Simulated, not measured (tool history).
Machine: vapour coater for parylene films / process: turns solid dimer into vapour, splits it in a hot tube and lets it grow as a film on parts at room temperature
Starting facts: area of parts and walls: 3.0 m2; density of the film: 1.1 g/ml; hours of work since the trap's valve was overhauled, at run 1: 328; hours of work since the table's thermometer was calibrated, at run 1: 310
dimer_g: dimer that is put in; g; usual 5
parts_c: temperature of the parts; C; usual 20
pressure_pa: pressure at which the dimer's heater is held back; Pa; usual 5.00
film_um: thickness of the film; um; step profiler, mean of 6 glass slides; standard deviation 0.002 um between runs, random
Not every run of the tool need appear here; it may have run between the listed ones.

run,hour,dimer_g,parts_c,pressure_pa,hours of work since the trap's valve was overhauled,hours of work since the table's thermometer was calibrated,film_um
1,0.0,5,20,5.00,328,310,1.007
2,19.1,5,20,7.80,336,318,0.966
3,35.4,6,20,5.00,342,325,1.210
4,64.5,6,12,5.00,354,337,1.429
5,101.1,6,12,5.00,369,351,1.428
6,129.1,6,14,5.00,380,363,1.372
7,157.2,6,21,5.00,391,374,1.182
8,188.6,6,21,5.00,404,387,1.182
9,206.8,6,21,5.00,411,394,1.178
10,227.3,6,20,5.00,420,402,1.202
11,244.2,5,20,5.00,426,409,1.003
12,276.0,5,20,5.00,439,422,1.000
13,299.6,5,20,5.00,449,431,1.003
14,319.7,5,20,5.00,457,439,0.999
15,344.8,5,20,5.00,467,450,1.004
16,382.1,5,20,5.00,482,465,0.998
17,414.3,5,20,5.00,495,478,0.996
18,448.3,5,20,5.00,509,491,0.997
19,466.0,5,20,5.00,516,499,0.995
20,483.2,5,20,5.00,523,505,0.996
21,498.8,6,20,5.00,529,512,1.192
22,528.1,6,20,5.00,541,524,1.197
23,544.2,6,20,5.00,547,530,1.193
24,580.8,5,20,5.00,562,545,0.994
25,618.5,8,20,5.00,577,560,1.587
26,642.5,7,20,11.68,587,570,1.273
27,676.1,5,13,3.99,601,583,1.174
28,693.1,4,20,5.00,608,590,0.789
29,708.9,4,20,5.00,614,597,0.790
30,729.0,5,20,3.04,622,605,1.039
31,748.7,9,24,5.00,630,613,1.633
32,778.7,3,20,5.05,642,625,0.589
33,797.3,3,20,5.05,650,632,0.589
34,816.3,3,20,5.05,657,640,0.593
# hour 824.9: trap's valve overhauled
35,858.3,5,24,2.81,13,655,0.962
36,895.9,5,24,2.81,29,670,0.958
37,915.9,3,13,5.00,37,678,0.684
38,954.4,3,19,2.38,52,694,0.648
39,986.7,3,19,2.38,65,707,0.650
# hour 1002.0: gauge calibrated
40,1024.2,3,19,2.38,80,722,0.665
41,1039.9,3,21,3.09,87,728,0.620
42,1077.6,3,29,2.82,102,744,0.529
43,1096.0,5,32,6.91,109,751,0.757
44,1125.7,3,17,2.98,121,763,0.679
45,1141.3,7,20,2.41,128,769,1.517
46,1172.1,7,20,2.41,140,782,1.512
47,1206.9,2,18,3.23,154,796,0.437

Predict each of these 3 candidate next runs independently; none follows another, all start after run 47:
A,1237.8,5,20,2.46,167,808,?
B,1237.8,5,16,5.00,167,808,?
C,1237.8,5,17,6.27,167,808,?

run,film_um
A,1.076
B,1.092
C,1.045
Had the tool no hidden state, the same runs would have come out as:
run,film_um
A,1.083
B,1.100
C,1.052

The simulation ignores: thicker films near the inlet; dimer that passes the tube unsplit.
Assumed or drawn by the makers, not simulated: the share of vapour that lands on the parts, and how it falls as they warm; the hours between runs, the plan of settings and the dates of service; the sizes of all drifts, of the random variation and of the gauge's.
